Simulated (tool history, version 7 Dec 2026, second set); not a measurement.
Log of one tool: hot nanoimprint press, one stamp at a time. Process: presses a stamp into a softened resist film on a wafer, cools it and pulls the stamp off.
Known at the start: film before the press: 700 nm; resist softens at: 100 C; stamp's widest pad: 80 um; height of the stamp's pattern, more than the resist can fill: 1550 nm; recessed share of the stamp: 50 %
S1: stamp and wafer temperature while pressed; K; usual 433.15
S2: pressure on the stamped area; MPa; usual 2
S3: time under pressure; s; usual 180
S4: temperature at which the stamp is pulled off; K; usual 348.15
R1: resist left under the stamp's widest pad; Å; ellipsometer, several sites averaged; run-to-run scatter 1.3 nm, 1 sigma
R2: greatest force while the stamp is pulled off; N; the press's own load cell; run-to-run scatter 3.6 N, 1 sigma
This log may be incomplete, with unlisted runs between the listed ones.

run 1 hour=0 | S1=433.15 S2=2 S3=180 S4=348.15 | R1=2798 R2=178
run 2 hour=12.2 | S1=433.15 S2=2 S3=180 S4=348.15 | R1=2796 R2=171
run 3 hour=27.4 | S1=433.15 S2=2.43 S3=180 S4=348.15 | R1=2495 R2=176
run 4 hour=37.8 | S1=433.15 S2=2.43 S3=180 S4=348.15 | R1=2494 R2=172
run 5 hour=44.3 | S1=433.15 S2=2 S3=180 S4=353.15 | R1=2799 R2=156
run 6 hour=65.5 | S1=422.15 S2=2 S3=180 S4=348.15 | R1=4508 R2=178
run 7 hour=76.8 | S1=422.15 S2=2 S3=180 S4=348.15 | R1=4498 R2=172
run 8 hour=84.9 | S1=433.15 S2=2 S3=180 S4=344.15 | R1=2777 R2=182
run 9 hour=93.8 | S1=433.15 S2=2 S3=180 S4=344.15 | R1=2784 R2=177
run 10 hour=102.4 | S1=433.15 S2=2 S3=180 S4=344.15 | R1=2794 R2=182
run 11 hour=111.9 | S1=433.15 S2=2 S3=120 S4=349.15 | R1=3173 R2=163
run 12 hour=120.7 | S1=422.15 S2=2.08 S3=296 S4=349.15 | R1=3839 R2=167
run 13 hour=131.4 | S1=422.15 S2=2.08 S3=296 S4=349.15 | R1=3813 R2=170
run 14 hour=144.4 | S1=422.15 S2=2.08 S3=296 S4=349.15 | R1=3817 R2=167
run 15 hour=153.3 | S1=439.15 S2=1.77 S3=141 S4=337.15 | R1=2493 R2=204
run 16 hour=165 | S1=433.15 S2=2 S3=310 S4=348.15 | R1=2296 R2=169
run 17 hour=177.8 | S1=433.15 S2=2 S3=310 S4=348.15 | R1=2313 R2=172
run 18 hour=185.4 | S1=433.15 S2=2 S3=310 S4=348.15 | R1=2309 R2=169
run 19 hour=197.4 | S1=422.15 S2=2.39 S3=310 S4=348.15 | R1=3526 R2=166
run 20 hour=205.2 | S1=431.15 S2=1.79 S3=310 S4=333.15 | R1=2696 R2=214

Put back what was entered between runs (1 entry, withheld): which listed runs does each sit between, and how does the hidden state differ from the listed run before to the listed run after?
Run 5 -> run 6: stamp cleaned and given a new release coat (hour 55.7)
  pressure that arrives at the usual setting, %: 99.96 -> 99.95; grip of the stamp's worn release coat, % over a new coat's: 1.6 -> 0

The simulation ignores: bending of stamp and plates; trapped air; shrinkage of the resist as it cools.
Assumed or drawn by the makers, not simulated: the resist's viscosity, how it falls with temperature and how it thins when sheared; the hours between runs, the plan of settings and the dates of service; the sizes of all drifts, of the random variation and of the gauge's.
